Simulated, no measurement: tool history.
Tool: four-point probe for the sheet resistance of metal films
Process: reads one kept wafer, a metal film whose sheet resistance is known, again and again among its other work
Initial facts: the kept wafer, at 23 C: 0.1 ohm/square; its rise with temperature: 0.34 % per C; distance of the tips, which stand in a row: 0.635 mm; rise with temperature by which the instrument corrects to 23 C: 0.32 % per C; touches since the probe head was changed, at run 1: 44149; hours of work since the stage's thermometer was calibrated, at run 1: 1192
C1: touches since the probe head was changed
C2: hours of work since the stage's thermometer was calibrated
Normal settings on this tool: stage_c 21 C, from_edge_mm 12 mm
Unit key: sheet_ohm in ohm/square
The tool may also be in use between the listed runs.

{"run": 1, "hour": 0.0, "stage_c": 21, "from_edge_mm": 12, "C1": 44149, "C2": 1192, "sheet_ohm": 0.099322}
{"run": 2, "hour": 134.7, "stage_c": 21, "from_edge_mm": 12, "C1": 45369, "C2": 1247, "sheet_ohm": 0.099325}
{"run": 3, "hour": 249.1, "stage_c": 21, "from_edge_mm": 12, "C1": 46405, "C2": 1293, "sheet_ohm": 0.099302}
{"run": 4, "hour": 368.0, "stage_c": 21, "from_edge_mm": 12, "C1": 47481, "C2": 1342, "sheet_ohm": 0.099294}
{"run": 5, "hour": 444.0, "stage_c": 21, "from_edge_mm": 12, "C1": 48170, "C2": 1372, "sheet_ohm": 0.099288}
{"run": 6, "hour": 567.0, "stage_c": 21, "from_edge_mm": 12, "C1": 49284, "C2": 1423, "sheet_ohm": 0.099253}
{"run": 7, "hour": 651.7, "stage_c": 21, "from_edge_mm": 12, "C1": 50050, "C2": 1457, "sheet_ohm": 0.099248}
{"run": 8, "hour": 734.0, "stage_c": 21, "from_edge_mm": 12, "C1": 50796, "C2": 1490, "sheet_ohm": 0.099259}
{"run": 9, "hour": 849.5, "stage_c": 21, "from_edge_mm": 12, "C1": 51842, "C2": 1538, "sheet_ohm": 0.09924}
{"run": 10, "hour": 936.4, "stage_c": 31, "from_edge_mm": 4, "C1": 52629, "C2": 1573, "sheet_ohm": 0.10059}
{"run": 11, "hour": 1078.2, "stage_c": 33, "from_edge_mm": 4, "C1": 53913, "C2": 1631, "sheet_ohm": 0.100556}

Pick out some run-to-run changes in sheet_ohm. Of each, how much would a tool without hidden state show as well, from the settings, what came in and chance, and how much is left for the hidden state and any gauge scatter not in both results compared?
The hidden state here: inner tips' distance over the nominal, %; tips' flats over new ones', %; wafer's true temperature over the reading, C; drift of the gauge itself on sheet_ohm, %.
Run 1 -> 2: no setting touched and nothing written in the log between the runs. sheet_ohm +0.000003 ohm/square: hidden state -0.000017, all else +0.00002.
Run 9 -> 10: stage_c 21 -> 31, from_edge_mm 12 -> 4. sheet_ohm +0.00135 ohm/square: hidden state -0.000016, all else +0.001366.
